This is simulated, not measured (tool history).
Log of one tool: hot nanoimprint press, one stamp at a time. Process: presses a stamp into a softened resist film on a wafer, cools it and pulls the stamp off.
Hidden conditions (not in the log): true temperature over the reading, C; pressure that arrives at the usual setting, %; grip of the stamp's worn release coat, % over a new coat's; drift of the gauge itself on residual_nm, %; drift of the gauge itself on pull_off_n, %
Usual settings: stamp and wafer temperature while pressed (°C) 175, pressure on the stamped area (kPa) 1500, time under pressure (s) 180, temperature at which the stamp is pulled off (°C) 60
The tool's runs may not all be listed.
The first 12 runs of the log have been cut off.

run	day	stamp and wafer temperature while pressed (°C)	pressure on the stamped area (kPa)	time under pressure (s)	temperature at which the stamp is pulled off (°C)	hours of work since the thermocouple was calibrated	imprints on the stamp's release coat	hours of work since the press's seals were changed	resist left under the stamp's widest pad (angstrom)	greatest force while the stamp is pulled off (N)
13	7.379	175	1900	180	60	16	1068	526	1735	221
14	8.146	175	1500	180	60	29	1173	539	1970	224
15	8.875	175	1500	180	60	42	1273	552	1946	236
16	9.712	168	1600	180	60	57	1387	566	2329	249
17	10.508	175	1500	150	60	71	1495	580	2077	249
# day 11.188: stamp cleaned and given a new release coat
18	11.238	185	1270	150	47	79	7	589	1685	234
19	11.792	180	1030	101	67	89	82	598	2408	152
20	12.5	178	1000	220	62	101	179	611	2006	181
21	13.242	178	1000	220	62	114	281	624	2000	177
22	14.083	178	1000	220	62	129	395	638	2026	183
# day 15.038: press's hydraulic seals changed and the load cell set to zero
23	15.333	182	980	220	56	145	521	5	1815	216
24	15.712	175	1150	214	46	152	572	12	2061	273
25	16.433	175	2060	180	57	164	671	24	1676	227
26	17.208	175	1370	180	60	178	777	38	2042	213
27	17.838	165	1730	328	68	189	863	49	2079	178
28	18.588	174	930	126	47	202	965	62	2720	294
29	19.479	174	930	126	47	218	1087	78	2722	300
30	19.938	175	1560	129	60	226	1149	86	2197	227

Predict each of these 4 candidate next runs independently; none follows another, all start after run 30:
A	20.758	186	1560	146	66	240	1262	100	?	?
B	20.758	172	950	125	60	240	1262	100	?	?
C	20.758	175	1500	180	53	240	1262	100	?	?
D	20.758	175	2390	313	60	240	1262	100	?	?

run	resist left under the stamp's widest pad (angstrom)	greatest force while the stamp is pulled off (N)
A	1524	211
B	2843	235
C	2001	278
D	1269	238
With the hidden condition removed and each run's random variation left untouched, the same runs would have given:
run	resist left under the stamp's widest pad (angstrom)	greatest force while the stamp is pulled off (N)
A	1480	152
B	2783	171
C	1942	202
D	1226	172
